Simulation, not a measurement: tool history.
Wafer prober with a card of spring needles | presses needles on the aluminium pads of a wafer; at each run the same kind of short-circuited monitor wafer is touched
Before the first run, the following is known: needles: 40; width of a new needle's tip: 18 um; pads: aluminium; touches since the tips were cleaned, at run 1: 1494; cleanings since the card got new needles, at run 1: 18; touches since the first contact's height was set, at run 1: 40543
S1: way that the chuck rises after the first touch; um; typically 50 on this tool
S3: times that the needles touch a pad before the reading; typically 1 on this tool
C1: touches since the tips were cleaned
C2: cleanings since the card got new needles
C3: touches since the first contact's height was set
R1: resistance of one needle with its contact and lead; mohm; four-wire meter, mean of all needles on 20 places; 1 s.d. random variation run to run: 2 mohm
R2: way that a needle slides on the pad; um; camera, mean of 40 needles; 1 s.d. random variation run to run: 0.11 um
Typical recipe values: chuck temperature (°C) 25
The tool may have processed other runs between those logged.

run 1 hour=0 | S1=50 chuck_temperature_(°C)=25 S3=1 | C1=1494 C2=18 C3=40543 | R1=205 R2=8.81
-- hour=1.4 tips cleaned on abrasive film
-- hour=6.7 tips cleaned on abrasive film
run 2 hour=10.1 | S1=50 chuck_temperature_(°C)=25 S3=1 | C1=1228 C2=20 C3=44167 | R1=212 R2=8.82
-- hour=11.8 tips cleaned on abrasive film
-- hour=17.6 tips cleaned on abrasive film
run 3 hour=18.7 | S1=50 chuck_temperature_(°C)=25 S3=1 | C1=418 C2=22 C3=47261 | R1=211 R2=8.81
-- hour=22.6 tips cleaned on abrasive film
run 4 hour=26.1 | S1=50 chuck_temperature_(°C)=25 S3=1 | C1=1284 C2=23 C3=49951 | R1=212 R2=8.87
-- hour=28.5 tips cleaned on abrasive film
run 5 hour=30.8 | S1=50 chuck_temperature_(°C)=100 S3=1 | C1=860 C2=24 C3=51637 | R1=229 R2=8.99
-- hour=34.1 tips cleaned on abrasive film
run 6 hour=37.6 | S1=50 chuck_temperature_(°C)=100 S3=1 | C1=1258 C2=25 C3=54077 | R1=231 R2=8.81
-- hour=39.2 tips cleaned on abrasive film
run 7 hour=43.5 | S1=50 chuck_temperature_(°C)=100 S3=1 | C1=1596 C2=26 C3=56237 | R1=233 R2=8.73
-- hour=44.6 tips cleaned on abrasive film
-- hour=50.1 tips cleaned on abrasive film
run 8 hour=54.6 | S1=50 chuck_temperature_(°C)=100 S3=1 | C1=1645 C2=28 C3=60228 | R1=232 R2=8.88
-- hour=55.4 tips cleaned on abrasive film
-- hour=60.8 tips cleaned on abrasive film
run 9 hour=65.7 | S1=50 chuck_temperature_(°C)=100 S3=1 | C1=1812 C2=30 C3=64229 | R1=231 R2=8.86
-- hour=66.5 tips cleaned on abrasive film
-- hour=71.8 tips cleaned on abrasive film
-- hour=76.9 tips cleaned on abrasive film
run 10 hour=77.1 | S1=57 chuck_temperature_(°C)=100 S3=1 | C1=45 C2=33 C3=68286 | R1=226 R2=10.01
-- hour=82.3 tips cleaned on abrasive film
run 11 hour=86.8 | S1=50 chuck_temperature_(°C)=25 S3=1 | C1=1639 C2=34 C3=71817 | R1=212 R2=8.94
-- hour=87.8 tips cleaned on abrasive film
-- hour=93.5 tips cleaned on abrasive film
run 12 hour=95.2 | S1=52 chuck_temperature_(°C)=25 S3=1 | C1=623 C2=36 C3=74844 | R1=210 R2=9.21
-- hour=98.8 tips cleaned on abrasive film
-- hour=104 tips cleaned on abrasive film
run 13 hour=104.7 | S1=50 chuck_temperature_(°C)=91 S3=1 | C1=286 C2=38 C3=78264 | R1=227 R2=8.82
-- hour=109.2 tips cleaned on abrasive film
run 14 hour=113.9 | S1=50 chuck_temperature_(°C)=91 S3=1 | C1=1706 C2=39 C3=81588 | R1=226 R2=8.79
-- hour=114.9 tips cleaned on abrasive film
run 15 hour=119.7 | S1=50 chuck_temperature_(°C)=91 S3=1 | C1=1771 C2=40 C3=83693 | R1=229 R2=8.91
-- hour=120.3 tips cleaned on abrasive film
-- hour=125.9 tips cleaned on abrasive film
run 16 hour=130.4 | S1=50 chuck_temperature_(°C)=91 S3=1 | C1=1656 C2=42 C3=87544 | R1=224 R2=8.91
-- hour=131.3 tips cleaned on abrasive film
-- hour=136.4 tips cleaned on abrasive film
run 17 hour=137.4 | S1=50 chuck_temperature_(°C)=25 S3=2 | C1=367 C2=44 C3=90036 | R1=211 R2=9.02
-- hour=142.2 tips cleaned on abrasive film
run 18 hour=146.5 | S1=50 chuck_temperature_(°C)=25 S3=3 | C1=1602 C2=45 C3=93356 | R1=211 R2=9.17
-- hour=147.5 tips cleaned on abrasive film
run 19 hour=151.8 | S1=34 chuck_temperature_(°C)=25 S3=2 | C1=1582 C2=46 C3=95243 | R1=221 R2=5.94
-- hour=152.7 tips cleaned on abrasive film
run 20 hour=157 | S1=34 chuck_temperature_(°C)=25 S3=2 | C1=1574 C2=47 C3=97107 | R1=219 R2=6.07
-- hour=158.1 tips cleaned on abrasive film
-- hour=163.9 tips cleaned on abrasive film
run 21 hour=165 | S1=50 chuck_temperature_(°C)=49 S3=1 | C1=375 C2=49 C3=99971 | R1=216 R2=9.01
-- hour=169.2 tips cleaned on abrasive film
run 22 hour=170.2 | S1=46 chuck_temperature_(°C)=49 S3=2 | C1=369 C2=50 C3=101865 | R1=220 R2=8.19
-- hour=174.3 tips cleaned on abrasive film
run 23 hour=176.6 | S1=63 chuck_temperature_(°C)=43 S3=1 | C1=825 C2=51 C3=104171 | R1=214 R2=11.3
-- hour=180.1 tips cleaned on abrasive film
-- hour=185.5 tips cleaned on abrasive film
run 24 hour=186.2 | S1=63 chuck_temperature_(°C)=43 S3=1 | C1=246 C2=53 C3=107617 | R1=213 R2=11.24
-- hour=190.9 tips cleaned on abrasive film
run 25 hour=193.4 | S1=63 chuck_temperature_(°C)=35 S3=2 | C1=908 C2=54 C3=110227 | R1=206 R2=11.18
-- hour=196.5 tips cleaned on abrasive film
-- hour=201.6 tips cleaned on abrasive film
run 26 hour=201.7 | S1=63 chuck_temperature_(°C)=35 S3=2 | C1=44 C2=56 C3=113204 | R1=210 R2=11.13
-- hour=207.1 tips cleaned on abrasive film
run 27 hour=207.8 | S1=55 chuck_temperature_(°C)=113 S3=3 | C1=241 C2=57 C3=115409 | R1=231 R2=9.68
-- hour=212.2 tips cleaned on abrasive film
run 28 hour=214.7 | S1=55 chuck_temperature_(°C)=113 S3=3 | C1=919 C2=58 C3=117914 | R1=225 R2=9.8
-- hour=217.6 tips cleaned on abrasive film
-- hour=222.9 tips cleaned on abrasive film
run 29 hour=223.3 | S1=53 chuck_temperature_(°C)=25 S3=1 | C1=161 C2=60 C3=121002 | R1=211 R2=9.36
-- hour=228.2 tips cleaned on abrasive film
run 30 hour=233 | S1=53 chuck_temperature_(°C)=25 S3=1 | C1=1751 C2=61 C3=124510 | R1=211 R2=9.2
-- hour=233.7 tips cleaned on abrasive film
-- hour=238.8 tips cleaned on abrasive film
run 31 hour=239.6 | S1=47 chuck_temperature_(°C)=37 S3=3 | C1=306 C2=63 C3=126858 | R1=214 R2=8.24

Each row is a separate what-if for the run after 31, all from the same tool condition, not one after another. Results?
-- hour=244.2 tips cleaned on abrasive film
run A hour=247.6 | S1=56 chuck_temperature_(°C)=25 S3=2 | C1=1247 C2=64 C3=129765 | R1=? R2=?
-- hour=244.2 tips cleaned on abrasive film
run B hour=247.6 | S1=34 chuck_temperature_(°C)=103 S3=2 | C1=1247 C2=64 C3=129765 | R1=? R2=?
-- hour=244.2 tips cleaned on abrasive film
run C hour=247.6 | S1=59 chuck_temperature_(°C)=123 S3=1 | C1=1247 C2=64 C3=129765 | R1=? R2=?
-- hour=244.2 tips cleaned on abrasive film
run D hour=247.6 | S1=48 chuck_temperature_(°C)=27 S3=1 | C1=1247 C2=64 C3=129765 | R1=? R2=?

run=A R1=205 R2=9.82
run=B R1=250 R2=6.06
run=C R1=231 R2=10.46
run=D R1=214 R2=8.75
With the hidden condition removed and each run's random variation left untouched, the same runs would have given:
run=A R1=205 R2=9.82
run=B R1=249 R2=6.06
run=C R1=231 R2=10.47
run=D R1=213 R2=8.75

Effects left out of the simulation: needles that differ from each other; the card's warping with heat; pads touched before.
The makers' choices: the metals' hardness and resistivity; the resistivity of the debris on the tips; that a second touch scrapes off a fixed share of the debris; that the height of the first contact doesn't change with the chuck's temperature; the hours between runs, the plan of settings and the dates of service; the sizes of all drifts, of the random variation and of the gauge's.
